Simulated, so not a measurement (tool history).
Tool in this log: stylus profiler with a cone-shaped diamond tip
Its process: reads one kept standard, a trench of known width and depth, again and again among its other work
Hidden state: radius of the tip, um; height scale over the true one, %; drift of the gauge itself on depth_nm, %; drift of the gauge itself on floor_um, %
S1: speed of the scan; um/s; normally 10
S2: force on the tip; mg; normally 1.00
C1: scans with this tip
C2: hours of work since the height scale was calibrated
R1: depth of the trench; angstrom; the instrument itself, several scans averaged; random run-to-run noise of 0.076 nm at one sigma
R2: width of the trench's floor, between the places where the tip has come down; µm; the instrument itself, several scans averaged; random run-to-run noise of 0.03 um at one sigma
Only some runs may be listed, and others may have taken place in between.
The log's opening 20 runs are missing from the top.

Run 21, day 33.575: usual settings but S1 16 um/s, S2 0.89 mg; C1 15343; C2 41. Result: R1 4999.8 angstrom, R2 95.61 µm.
Run 22, day 35.367: usual settings but S1 16 um/s, S2 0.89 mg; C1 15753; C2 70. Result: R1 5000.5 angstrom, R2 95.59 µm.
At day 36.529: new tip fitted, height scale calibrated.
Run 23, day 37.108: usual settings but S2 0.59 mg; C1 133; C2 10. Result: R1 5008.8 angstrom, R2 96.80 µm.
Run 24, day 39.171: usual settings but S1 2 um/s, S2 1.62 mg; C1 604; C2 44. Result: R1 5019.8 angstrom, R2 96.83 µm.
At day 39.825: height scale calibrated on a step standard, once more.
Run 25, day 40.696: usual settings but S1 3 um/s, S2 2.43 mg; C1 948; C2 14. Result: R1 5030.7 angstrom, R2 96.85 µm.
Run 26, day 41.942: usual settings but S2 0.34 mg; C1 1234; C2 35. Result: R1 5007.9 angstrom, R2 96.74 µm.
Run 27, day 42.904: usual settings but S2 0.34 mg; C1 1454; C2 51. Result: R1 5008.8 angstrom, R2 96.72 µm.
Run 28, day 44.783: usual settings but S1 2 um/s, S2 1.34 mg; C1 1884; C2 82. Result: R1 5021.4 angstrom, R2 96.75 µm.
Run 29, day 45.912: usual settings but S1 13 um/s, S2 0.64 mg; C1 2143; C2 101. Result: R1 5011.6 angstrom, R2 96.65 µm.
Run 30, day 47.029: usual settings but S1 13 um/s, S2 0.64 mg; C1 2399; C2 120. Result: R1 5011.2 angstrom, R2 96.64 µm.
Run 31, day 48.571: usual settings but S1 13 um/s, S2 0.64 mg; C1 2751; C2 145. Result: R1 5011.3 angstrom, R2 96.56 µm.
Run 32, day 50.821: usual settings; C1 3266; C2 183. Result: R1 5015.4 angstrom, R2 96.60 µm.
Run 33, day 52.529: usual settings but S1 17 um/s, S2 1.23 mg; C1 3657; C2 211. Result: R1 5016.2 angstrom, R2 96.52 µm.
Run 34, day 53.958: usual settings but S1 6 um/s, S2 1.60 mg; C1 3984; C2 235. Result: R1 5021.0 angstrom, R2 96.60 µm.
Run 35, day 55.567: usual settings but S1 6 um/s, S2 1.60 mg; C1 4353; C2 262. Result: R1 5020.9 angstrom, R2 96.51 µm.
Run 36, day 57.858: usual settings but S1 6 um/s, S2 1.60 mg; C1 4877; C2 300. Result: R1 5021.2 angstrom, R2 96.49 µm.
Run 37, day 59.808: usual settings but S1 6 um/s, S2 1.96 mg; C1 5324; C2 332. Result: R1 5024.7 angstrom, R2 96.48 µm.
Run 38, day 61.921: usual settings but S1 6 um/s, S2 1.96 mg; C1 5807; C2 367. Result: R1 5024.1 angstrom, R2 96.46 µm.
Run 39, day 63.721: usual settings but S1 8 um/s, S2 0.47 mg; C1 6219; C2 397. Result: R1 5006.8 angstrom, R2 96.37 µm.
Run 40, day 65.454: usual settings but S1 8 um/s, S2 0.47 mg; C1 6616; C2 426. Result: R1 5005.9 angstrom, R2 96.25 µm.
Run 41, day 66.621: usual settings but S1 8 um/s, S2 0.47 mg; C1 6883; C2 445. Result: R1 5006.4 angstrom, R2 96.31 µm.
Run 42, day 68.562: usual settings but S1 8 um/s, S2 0.47 mg; C1 7327; C2 477. Result: R1 5006.1 angstrom, R2 96.20 µm.
Run 43, day 70.392: usual settings but S1 8 um/s, S2 0.47 mg; C1 7746; C2 508. Result: R1 5005.6 angstrom, R2 96.23 µm.
Run 44, day 72.300: usual settings but S1 8 um/s, S2 0.47 mg; C1 8183; C2 540. Result: R1 5004.7 angstrom, R2 96.24 µm.
Run 45, day 74.450: usual settings but S1 9 um/s, S2 0.58 mg; C1 8675; C2 575. Result: R1 5005.4 angstrom, R2 96.22 µm.

What if the next run were any one of these 5? Each begins from the tool's condition after run 45:
Run A, day 76.688: usual settings but S1 17 um/s, S2 0.69 mg; C1 9188; C2 613. Result: R1 ?, R2 ?.
Run B, day 76.688: usual settings but S1 13 um/s, S2 2.12 mg; C1 9188; C2 613. Result: R1 ?, R2 ?.
Run C, day 76.688: usual settings but S1 13 um/s, S2 1.04 mg; C1 9188; C2 613. Result: R1 ?, R2 ?.
Run D, day 76.688: usual settings but S1 7 um/s; C1 9188; C2 613. Result: R1 ?, R2 ?.
Run E, day 76.688: usual settings but S1 9 um/s, S2 1.32 mg; C1 9188; C2 613. Result: R1 ?, R2 ?.

run      R1     R2
  A  5007.9  96.05
  B  5022.8  96.15
  C  5011.0  96.10
  D  5011.6  96.06
  E  5013.9  96.11
Without the tool's unlogged condition, the same runs would have read:
run      R1     R2
  A  5013.5  96.89
  B  5028.4  96.98
  C  5016.6  96.93
  D  5017.2  96.89
  E  5019.5  96.95

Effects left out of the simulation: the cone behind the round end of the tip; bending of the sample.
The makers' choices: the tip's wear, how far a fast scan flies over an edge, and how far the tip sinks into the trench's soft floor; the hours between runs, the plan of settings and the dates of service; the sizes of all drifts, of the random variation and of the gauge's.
